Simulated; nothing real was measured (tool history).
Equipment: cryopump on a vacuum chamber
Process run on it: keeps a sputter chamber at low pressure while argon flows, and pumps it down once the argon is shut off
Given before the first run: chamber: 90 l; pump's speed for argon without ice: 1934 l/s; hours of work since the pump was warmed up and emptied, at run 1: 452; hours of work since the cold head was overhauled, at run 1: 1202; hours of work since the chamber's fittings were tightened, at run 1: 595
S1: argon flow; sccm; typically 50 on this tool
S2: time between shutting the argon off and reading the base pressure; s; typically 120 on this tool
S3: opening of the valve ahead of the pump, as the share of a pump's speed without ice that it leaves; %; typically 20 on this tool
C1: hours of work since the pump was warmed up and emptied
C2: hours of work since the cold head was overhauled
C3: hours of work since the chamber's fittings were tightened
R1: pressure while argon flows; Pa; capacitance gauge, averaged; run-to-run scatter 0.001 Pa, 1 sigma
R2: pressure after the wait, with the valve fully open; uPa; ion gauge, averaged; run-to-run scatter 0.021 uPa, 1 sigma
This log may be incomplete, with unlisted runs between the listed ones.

| run | hour | S1 | S2 | S3 | C1 | C2 | C3 | R1 | R2 |
|---|---|---|---|---|---|---|---|---|---|
| 1 | 0 | 50 | 120 | 20 | 452 | 1202 | 595 | 0.2319 | 0.92 |
| 2 | 52.4 | 50 | 120 | 20 | 475 | 1224 | 617 | 0.2301 | 0.96 |
| 3 | 150.8 | 50 | 120 | 20 | 516 | 1266 | 659 | 0.235 | 1.08 |
| 4 | 196.9 | 50 | 120 | 20 | 536 | 1286 | 678 | 0.2353 | 1.04 |
| 5 | 278.3 | 50 | 120 | 32 | 570 | 1320 | 713 | 0.152 | 1.12 |
| 6 | 364.8 | 50 | 120 | 32 | 607 | 1357 | 749 | 0.1552 | 1.11 |
| 7 | 431.1 | 50 | 120 | 32 | 635 | 1385 | 777 | 0.1571 | 1.17 |
| 8 | 519.2 | 50 | 120 | 32 | 672 | 1422 | 815 | 0.1588 | 1.23 |
|  | 624.9 | pump warmed up, emptied and cooled again |
| 9 | 626.9 | 50 | 120 | 20 | 1 | 1466 | 858 | 0.221 | 0.98 |
| 10 | 690 | 50 | 80 | 20 | 28 | 1492 | 885 | 0.2203 | 1.12 |
| 11 | 736 | 50 | 80 | 20 | 47 | 1512 | 904 | 0.2211 | 1.13 |
| 12 | 789.8 | 50 | 120 | 20 | 70 | 1535 | 927 | 0.2181 | 1.03 |
| 13 | 892.1 | 69 | 120 | 20 | 113 | 1578 | 971 | 0.3042 | 1.06 |
| 14 | 938.3 | 69 | 120 | 20 | 133 | 1598 | 990 | 0.3093 | 1.11 |
| 15 | 997.8 | 69 | 120 | 20 | 158 | 1623 | 1015 | 0.3071 | 1.13 |
| 16 | 1057.6 | 69 | 120 | 20 | 183 | 1648 | 1041 | 0.3078 | 1.08 |
| 17 | 1135.5 | 69 | 120 | 20 | 216 | 1681 | 1074 | 0.3105 | 1.15 |
|  | 1152.2 | leaking fittings of the chamber tightened, without venting |
| 18 | 1222.6 | 50 | 147 | 56 | 252 | 1717 | 30 | 0.086 | 0.4 |
| 19 | 1326.2 | 50 | 147 | 56 | 296 | 1761 | 74 | 0.086 | 0.48 |
| 20 | 1405.3 | 50 | 147 | 56 | 330 | 1795 | 107 | 0.0868 | 0.51 |
| 21 | 1492.6 | 25 | 44 | 19 | 367 | 1832 | 144 | 0.1182 | 1.03 |
| 22 | 1558.1 | 25 | 44 | 19 | 395 | 1859 | 172 | 0.1192 | 1.03 |
| 23 | 1633 | 53 | 120 | 20 | 426 | 1891 | 204 | 0.2442 | 0.65 |
| 24 | 1705 | 80 | 232 | 16 | 457 | 1922 | 234 | 0.4624 | 0.54 |
| 25 | 1773 | 33 | 277 | 20 | 486 | 1950 | 263 | 0.1538 | 0.51 |
| 26 | 1825.6 | 58 | 120 | 22 | 508 | 1973 | 285 | 0.2474 | 0.69 |
| 27 | 1911.7 | 56 | 198 | 29 | 544 | 2009 | 322 | 0.1854 | 0.6 |
| 28 | 1970.7 | 56 | 198 | 29 | 569 | 2034 | 347 | 0.186 | 0.65 |
| 29 | 2072.6 | 84 | 120 | 59 | 613 | 2077 | 390 | 0.1539 | 0.76 |
| 30 | 2152.3 | 50 | 120 | 35 | 646 | 2111 | 424 | 0.1432 | 0.84 |
| 31 | 2206.3 | 46 | 31 | 20 | 669 | 2134 | 447 | 0.2175 | 1.67 |
| 32 | 2290.1 | 25 | 60 | 54 | 705 | 2170 | 482 | 0.0499 | 1.18 |
|  | 2324.3 | pump warmed up, emptied and cooled again |
| 33 | 2369.6 | 48 | 120 | 36 | 19 | 2201 | 514 | 0.1186 | 0.77 |

Difference, measured minus no-hidden-state, one row per run. Run-to-run variation is common to both terms; the gauge's own scatter need not be:
Hidden state at play: pump's speed, % of a pump's without ice; cold plate's temperature, K; leak into the chamber, uPa l/s; drift of the gauge itself on working_pa, %; drift of the gauge itself on base_upa, %.
| run | R1 | R2 |
|---|---|---|
| 1 | +0.0131 | +0.52 |
| 2 | +0.0137 | +0.54 |
| 3 | +0.0152 | +0.6 |
| 4 | +0.0159 | +0.61 |
| 5 | +0.0171 | +0.67 |
| 6 | +0.0186 | +0.71 |
| 7 | +0.0197 | +0.74 |
| 8 | +0.0212 | +0.8 |
| 9 | +0.001 | +0.53 |
| 10 | +0.0016 | +0.55 |
| 11 | +0.002 | +0.56 |
| 12 | +0.0024 | +0.59 |
| 13 | +0.0048 | +0.63 |
| 14 | +0.0053 | +0.67 |
| 15 | +0.0061 | +0.68 |
| 16 | +0.0069 | +0.69 |
| 17 | +0.0081 | +0.74 |
| 18 | +0.0067 | +0.04 |
| 19 | +0.008 | +0.08 |
| 20 | +0.0088 | +0.1 |
| 21 | +0.0049 | +0.14 |
| 22 | +0.0053 | +0.16 |
| 23 | +0.0123 | +0.19 |
| 24 | +0.0202 | +0.22 |
| 25 | +0.0088 | +0.24 |
| 26 | +0.0163 | +0.26 |
| 27 | +0.0169 | +0.29 |
| 28 | +0.0179 | +0.32 |
| 29 | +0.0297 | +0.36 |
| 30 | +0.019 | +0.41 |
| 31 | +0.0182 | +0.44 |
| 32 | +0.0106 | +0.47 |
| 33 | +0.0015 | +0.32 |

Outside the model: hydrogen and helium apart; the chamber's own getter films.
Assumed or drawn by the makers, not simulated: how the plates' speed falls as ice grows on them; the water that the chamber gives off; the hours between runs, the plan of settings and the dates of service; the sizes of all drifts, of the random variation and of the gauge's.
